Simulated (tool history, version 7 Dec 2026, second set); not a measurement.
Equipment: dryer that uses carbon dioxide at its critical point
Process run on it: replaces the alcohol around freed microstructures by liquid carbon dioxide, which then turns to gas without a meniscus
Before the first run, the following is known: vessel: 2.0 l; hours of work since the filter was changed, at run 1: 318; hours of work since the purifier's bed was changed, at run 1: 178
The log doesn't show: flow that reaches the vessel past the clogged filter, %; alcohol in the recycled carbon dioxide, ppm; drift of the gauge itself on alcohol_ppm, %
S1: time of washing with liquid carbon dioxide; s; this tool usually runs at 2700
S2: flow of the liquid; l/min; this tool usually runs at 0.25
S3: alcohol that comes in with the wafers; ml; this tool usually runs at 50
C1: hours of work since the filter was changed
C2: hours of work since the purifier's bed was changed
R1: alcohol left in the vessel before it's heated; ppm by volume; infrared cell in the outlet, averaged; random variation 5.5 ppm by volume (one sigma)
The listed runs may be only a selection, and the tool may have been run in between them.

run,hour,S1,S2,S3,C1,C2,R1
1,0,2700,0.25,50,318,178,277
2,8.4,2700,0.25,50,323,182,271
3,18.7,2700,0.423,50,329,188,64
4,26.4,2700,0.423,50,333,193,72
5,31,2700,0.247,50,336,195,302
6,38.1,1740,0.25,50,340,200,1259
7,45.7,2700,0.25,50,345,204,281
8,56.1,2700,0.25,50,350,210,289
9,61.1,2700,0.25,50,353,213,298
10,65.6,2700,0.25,54,356,215,302
11,75.9,2700,0.25,50,362,221,309
12,82.2,2700,0.25,26,366,225,191
13,90.1,2700,0.25,50,370,229,309
14,100.6,2700,0.25,50,376,235,314
15,107.8,2700,0.25,50,380,240,303
16,113.2,2640,0.353,47,383,243,114
17,120.8,2040,0.353,29,388,247,170
18,130,1740,0.162,29,393,252,2210
19,138.9,1740,0.162,29,398,258,2225
20,145.5,2700,0.217,24,402,261,300
21,150.4,2700,0.356,24,405,264,104
22,160.6,2400,0.177,37,411,270,1106
23,168.6,3240,0.25,50,415,275,187
24,173.2,1620,0.202,50,418,277,2763
25,181.5,2040,0.336,111,423,282,556
26,187.5,2040,0.336,111,426,285,571
27,192.1,2040,0.336,111,429,288,582
28,199.1,2040,0.227,50,433,292,1142
29,205.1,2640,0.217,50,436,296,587
30,213,1620,0.263,26,441,300,779

Below, some changes in R1 between adjacent runs. For each, the amount present without the hidden state too (settings, incoming material, random variation) and the amount remaining for the hidden state with gauge scatter not shared by both compared results:
Run 17 -> 18: S1 2040 -> 1740, S2 0.353 -> 0.162. R1 +2040 ppm by volume: hidden state +308, all else +1732.
Run 23 -> 24: S1 3240 -> 1620, S2 0.25 -> 0.202. R1 +2576 ppm by volume: hidden state +475, all else +2101.
Run 24 -> 25: S1 1620 -> 2040, S2 0.202 -> 0.336, S3 50 -> 111. R1 -2207 ppm by volume: hidden state -342, all else -1865.
